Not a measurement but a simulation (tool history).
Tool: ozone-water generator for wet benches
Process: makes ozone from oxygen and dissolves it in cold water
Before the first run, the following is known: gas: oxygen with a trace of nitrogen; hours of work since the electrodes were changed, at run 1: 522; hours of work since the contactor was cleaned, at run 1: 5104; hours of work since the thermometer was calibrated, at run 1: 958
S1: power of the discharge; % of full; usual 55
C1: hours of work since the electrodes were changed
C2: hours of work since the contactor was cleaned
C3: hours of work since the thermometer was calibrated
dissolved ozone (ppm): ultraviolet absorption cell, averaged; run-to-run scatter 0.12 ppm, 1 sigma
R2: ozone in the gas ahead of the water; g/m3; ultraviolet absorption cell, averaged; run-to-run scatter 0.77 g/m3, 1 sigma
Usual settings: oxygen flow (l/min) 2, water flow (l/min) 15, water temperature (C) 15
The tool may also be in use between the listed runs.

{"run": 1, "hour": 0.0, "S1": 55, "oxygen flow (l/min)": 2, "water flow (l/min)": 15, "water temperature (C)": 15, "C1": 522, "C2": 5104, "C3": 958, "dissolved ozone (ppm)": 9.3, "R2": 116.5}
{"run": 2, "hour": 35.2, "S1": 55, "oxygen flow (l/min)": 2.21, "water flow (l/min)": 15, "water temperature (C)": 15, "C1": 546, "C2": 5128, "C3": 982, "dissolved ozone (ppm)": 9.5, "R2": 111.6}
{"run": 3, "hour": 93.4, "S1": 55, "oxygen flow (l/min)": 2, "water flow (l/min)": 18, "water temperature (C)": 15, "C1": 585, "C2": 5168, "C3": 1022, "dissolved ozone (ppm)": 7.7, "R2": 116.2}
{"run": 4, "hour": 138.6, "S1": 55, "oxygen flow (l/min)": 2, "water flow (l/min)": 15, "water temperature (C)": 15, "C1": 616, "C2": 5198, "C3": 1052, "dissolved ozone (ppm)": 9.2, "R2": 116.7}
{"run": 5, "hour": 162.8, "S1": 55, "oxygen flow (l/min)": 2, "water flow (l/min)": 15, "water temperature (C)": 15, "C1": 632, "C2": 5215, "C3": 1069, "dissolved ozone (ppm)": 9.4, "R2": 115.8}
{"run": 6, "hour": 191.2, "S1": 55, "oxygen flow (l/min)": 2, "water flow (l/min)": 15, "water temperature (C)": 15, "C1": 652, "C2": 5234, "C3": 1088, "dissolved ozone (ppm)": 9.3, "R2": 118}
{"run": 7, "hour": 228.8, "S1": 55, "oxygen flow (l/min)": 2, "water flow (l/min)": 15, "water temperature (C)": 15, "C1": 677, "C2": 5259, "C3": 1114, "dissolved ozone (ppm)": 9, "R2": 116.5}
{"run": 8, "hour": 281.5, "S1": 55, "oxygen flow (l/min)": 2, "water flow (l/min)": 15, "water temperature (C)": 15, "C1": 713, "C2": 5295, "C3": 1149, "dissolved ozone (ppm)": 9.2, "R2": 117.3}
{"run": 9, "hour": 312.5, "S1": 55, "oxygen flow (l/min)": 2, "water flow (l/min)": 11, "water temperature (C)": 15, "C1": 734, "C2": 5316, "C3": 1170, "dissolved ozone (ppm)": 11.9, "R2": 117.7}
{"run": 10, "hour": 353.4, "S1": 55, "oxygen flow (l/min)": 2, "water flow (l/min)": 15, "water temperature (C)": 10, "C1": 762, "C2": 5344, "C3": 1198, "dissolved ozone (ppm)": 9.6, "R2": 116.2}
{"run": 11, "hour": 381.6, "S1": 55, "oxygen flow (l/min)": 2, "water flow (l/min)": 15, "water temperature (C)": 10, "C1": 781, "C2": 5363, "C3": 1217, "dissolved ozone (ppm)": 9.4, "R2": 116.1}
{"run": 12, "hour": 419.7, "S1": 84, "oxygen flow (l/min)": 2.46, "water flow (l/min)": 15, "water temperature (C)": 12, "C1": 807, "C2": 5389, "C3": 1243, "dissolved ozone (ppm)": 14, "R2": 147.7}
{"run": 13, "hour": 472.2, "S1": 55, "oxygen flow (l/min)": 1.06, "water flow (l/min)": 15, "water temperature (C)": 15, "C1": 842, "C2": 5425, "C3": 1279, "dissolved ozone (ppm)": 7.4, "R2": 154.6}
{"run": 14, "hour": 510.2, "S1": 93, "oxygen flow (l/min)": 2.21, "water flow (l/min)": 11, "water temperature (C)": 15, "C1": 868, "C2": 5451, "C3": 1305, "dissolved ozone (ppm)": 18.7, "R2": 170.3}
{"run": 15, "hour": 556.1, "S1": 65, "oxygen flow (l/min)": 2, "water flow (l/min)": 15, "water temperature (C)": 15, "C1": 899, "C2": 5482, "C3": 1336, "dissolved ozone (ppm)": 10.6, "R2": 133}
{"run": 16, "hour": 583.9, "S1": 55, "oxygen flow (l/min)": 2.39, "water flow (l/min)": 15, "water temperature (C)": 15, "C1": 918, "C2": 5501, "C3": 1355, "dissolved ozone (ppm)": 9.6, "R2": 106.5}
{"hour": 618.9, "done": "contactor cleaned"}
{"run": 17, "hour": 634.1, "S1": 55, "oxygen flow (l/min)": 1.2, "water flow (l/min)": 21, "water temperature (C)": 15, "C1": 950, "C2": 10, "C3": 1386, "dissolved ozone (ppm)": 5.8, "R2": 146.9}
{"run": 18, "hour": 681.9, "S1": 53, "oxygen flow (l/min)": 1.05, "water flow (l/min)": 15, "water temperature (C)": 15, "C1": 982, "C2": 43, "C3": 1418, "dissolved ozone (ppm)": 7.4, "R2": 151.9}
{"run": 19, "hour": 723.3, "S1": 53, "oxygen flow (l/min)": 1.05, "water flow (l/min)": 15, "water temperature (C)": 15, "C1": 1010, "C2": 71, "C3": 1447, "dissolved ozone (ppm)": 7.7, "R2": 152.1}
{"run": 20, "hour": 760.9, "S1": 85, "oxygen flow (l/min)": 2, "water flow (l/min)": 23, "water temperature (C)": 15, "C1": 1036, "C2": 96, "C3": 1472, "dissolved ozone (ppm)": 9, "R2": 164.4}

Consider 4 possible next runs. They are alternatives, not a sequence: every one starts from the tool as it was left by run 20. What does each give?
{"run": "A", "hour": 818.5, "S1": 71, "oxygen flow (l/min)": 2, "water flow (l/min)": 17, "water temperature (C)": 18, "C1": 1075, "C2": 136, "C3": 1511, "dissolved ozone (ppm)": "?", "R2": "?"}
{"run": "B", "hour": 818.5, "S1": 55, "oxygen flow (l/min)": 2, "water flow (l/min)": 15, "water temperature (C)": 7, "C1": 1075, "C2": 136, "C3": 1511, "dissolved ozone (ppm)": "?", "R2": "?"}
{"run": "C", "hour": 818.5, "S1": 55, "oxygen flow (l/min)": 1.13, "water flow (l/min)": 15, "water temperature (C)": 15, "C1": 1075, "C2": 136, "C3": 1511, "dissolved ozone (ppm)": "?", "R2": "?"}
{"run": "D", "hour": 818.5, "S1": 45, "oxygen flow (l/min)": 2, "water flow (l/min)": 14, "water temperature (C)": 13, "C1": 1075, "C2": 136, "C3": 1511, "dissolved ozone (ppm)": "?", "R2": "?"}

run=A dissolved_ozone_(ppm)=10.1 R2=143.8
run=B dissolved_ozone_(ppm)=9.9 R2=115
run=C dissolved_ozone_(ppm)=7.8 R2=151.7
run=D dissolved_ozone_(ppm)=8.7 R2=99.4
With the hidden condition removed and each run's random variation left untouched, the same runs would have given:
run=A dissolved_ozone_(ppm)=10.2 R2=145.3
run=B dissolved_ozone_(ppm)=10 R2=116
run=C dissolved_ozone_(ppm)=7.8 R2=153.1
run=D dissolved_ozone_(ppm)=8.8 R2=100.1

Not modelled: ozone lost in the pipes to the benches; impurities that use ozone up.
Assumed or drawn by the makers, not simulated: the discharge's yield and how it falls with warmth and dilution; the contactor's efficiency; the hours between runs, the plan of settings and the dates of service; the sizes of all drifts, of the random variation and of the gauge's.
